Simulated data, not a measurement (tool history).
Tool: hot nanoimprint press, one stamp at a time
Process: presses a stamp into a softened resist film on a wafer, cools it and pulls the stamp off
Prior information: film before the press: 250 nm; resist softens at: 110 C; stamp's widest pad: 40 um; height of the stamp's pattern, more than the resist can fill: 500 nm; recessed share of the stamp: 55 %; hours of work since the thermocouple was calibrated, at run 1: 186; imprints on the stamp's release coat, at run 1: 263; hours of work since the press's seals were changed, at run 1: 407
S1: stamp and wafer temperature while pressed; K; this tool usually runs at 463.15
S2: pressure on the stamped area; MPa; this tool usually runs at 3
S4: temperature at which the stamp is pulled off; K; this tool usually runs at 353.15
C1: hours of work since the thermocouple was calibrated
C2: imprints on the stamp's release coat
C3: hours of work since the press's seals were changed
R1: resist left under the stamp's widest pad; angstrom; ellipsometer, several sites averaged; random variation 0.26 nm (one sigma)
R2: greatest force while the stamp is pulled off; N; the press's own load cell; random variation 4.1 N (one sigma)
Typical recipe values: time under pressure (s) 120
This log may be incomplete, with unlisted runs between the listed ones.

Run 1, hour 0: usual settings; C1 186; C2 263; C3 407. Result: R1 977 angstrom, R2 212 N.
Run 2, hour 49.9: usual settings; C1 213; C2 423; C3 434. Result: R1 973 angstrom, R2 202 N.
Run 3, hour 95: usual settings; C1 237; C2 568; C3 459. Result: R1 979 angstrom, R2 195 N.
Run 4, hour 149.1: usual settings but S4 340.15 K; C1 267; C2 742; C3 488. Result: R1 975 angstrom, R2 245 N.
At hour 186.6: press's hydraulic seals changed and the load cell set to zero.
Run 5, hour 189.3: usual settings but S4 340.15 K; C1 284; C2 845; C3 1. Result: R1 976 angstrom, R2 248 N.
At hour 212.6: plate thermocouple calibrated.
Run 6, hour 244.3: usual settings but time under pressure (s) 69, S4 340.15 K; C1 17; C2 1012; C3 30. Result: R1 1195 angstrom, R2 247 N.
Run 7, hour 282.3: usual settings but time under pressure (s) 69, S4 340.15 K; C1 38; C2 1134; C3 50. Result: R1 1195 angstrom, R2 249 N.
Run 8, hour 328.7: usual settings but time under pressure (s) 69, S4 340.15 K; C1 63; C2 1283; C3 75. Result: R1 1197 angstrom, R2 236 N.
Run 9, hour 359.9: usual settings but time under pressure (s) 69, S4 340.15 K; C1 80; C2 1383; C3 92. Result: R1 1195 angstrom, R2 235 N.
Run 10, hour 410.2: usual settings but time under pressure (s) 69, S4 340.15 K; C1 107; C2 1544; C3 119. Result: R1 1192 angstrom, R2 240 N.
At hour 431.2: stamp cleaned and given a new release coat.
Run 11, hour 468.9: usual settings but time under pressure (s) 69, S4 340.15 K; C1 135; C2 121; C3 148. Result: R1 1186 angstrom, R2 244 N.
Run 12, hour 522.1: usual settings but time under pressure (s) 69, S4 340.15 K; C1 164; C2 292; C3 176. Result: R1 1185 angstrom, R2 241 N.
Run 13, hour 563.9: usual settings but time under pressure (s) 101; C1 186; C2 426; C3 199. Result: R1 1031 angstrom, R2 203 N.
Run 14, hour 600.3: usual settings but S1 451.15 K, time under pressure (s) 101; C1 206; C2 543; C3 219. Result: R1 1547 angstrom, R2 196 N.
Run 15, hour 652.1: usual settings but S1 451.15 K, time under pressure (s) 101; C1 234; C2 709; C3 247. Result: R1 1542 angstrom, R2 201 N.
Run 16, hour 704.4: usual settings but S1 454.15 K, time under pressure (s) 101, S4 342.15 K; C1 262; C2 877; C3 275. Result: R1 1407 angstrom, R2 244 N.
Run 17, hour 731.4: usual settings but S1 454.15 K, S2 3.32 MPa, time under pressure (s) 101, S4 344.15 K; C1 277; C2 963; C3 289. Result: R1 1336 angstrom, R2 237 N.
At hour 765.6: plate thermocouple calibrated.
Run 18, hour 777.2: usual settings but S1 473.15 K, S4 347.15 K; C1 6; C2 1101; C3 313. Result: R1 676 angstrom, R2 220 N.
Run 19, hour 818.9: usual settings but S1 464.15 K, S4 350.15 K; C1 29; C2 1234; C3 335. Result: R1 926 angstrom, R2 211 N.
Run 20, hour 846.9: usual settings but time under pressure (s) 119; C1 44; C2 1324; C3 350. Result: R1 963 angstrom, R2 195 N.
Run 21, hour 884: usual settings but S1 467.15 K, S2 3.3 MPa, time under pressure (s) 73, S4 345.15 K; C1 64; C2 1443; C3 370. Result: R1 965 angstrom, R2 226 N.
At hour 933.4: stamp cleaned and given a new release coat.
Run 22, hour 941.8: usual settings but S1 467.15 K, S2 3.3 MPa, time under pressure (s) 73, S4 345.15 K; C1 92; C2 27; C3 398. Result: R1 967 angstrom, R2 224 N.
At hour 977.1: gauge calibrated.
Run 23, hour 982.1: usual settings but S1 467.15 K, S2 3.3 MPa, time under pressure (s) 73, S4 345.15 K; C1 114; C2 156; C3 420. Result: R1 988 angstrom, R2 230 N.
Run 24, hour 1039.4: usual settings but S1 451.15 K, S2 3.26 MPa, time under pressure (s) 198; C1 145; C2 339; C3 451. Result: R1 1223 angstrom, R2 199 N.
Run 25, hour 1080.2: usual settings but S2 4.59 MPa, S4 339.15 K; C1 167; C2 470; C3 473. Result: R1 785 angstrom, R2 255 N.
Run 26, hour 1105.1: usual settings but S2 4.59 MPa, S4 339.15 K; C1 180; C2 551; C3 486. Result: R1 787 angstrom, R2 257 N.
At hour 1146.4: press's hydraulic seals changed and the load cell set to zero.
Run 27, hour 1155.2: usual settings but S2 4.59 MPa, S4 339.15 K; C1 203; C2 685; C3 5. Result: R1 786 angstrom, R2 249 N.
Run 28, hour 1192.4: usual settings but S1 466.15 K, S2 4.2 MPa, time under pressure (s) 70, S4 343.15 K; C1 223; C2 805; C3 25. Result: R1 909 angstrom, R2 235 N.
Run 29, hour 1226.9: usual settings; C1 242; C2 915; C3 43. Result: R1 970 angstrom, R2 199 N.

Branching from run 29: 3 alternative next runs. What would each branch give?
Run A, hour 1284.1: usual settings but S2 3.37 MPa, time under pressure (s) 125; C1 272; C2 1099; C3 74. Result: R1 ?, R2 ?.
Run B, hour 1284.1: usual settings but S1 464.15 K, S2 1.97 MPa, S4 342.15 K; C1 272; C2 1099; C3 74. Result: R1 ?, R2 ?.
Run C, hour 1284.1: usual settings but S2 2.64 MPa, time under pressure (s) 203, S4 346.15 K; C1 272; C2 1099; C3 74. Result: R1 ?, R2 ?.

run    R1   R2
  A   900  193
  B  1151  243
  C   841  230
The same runs, with their run-to-run variation unchanged, on a tool lacking any hidden condition would have given:
run    R1   R2
  A   907  192
  B  1160  242
  C   848  228
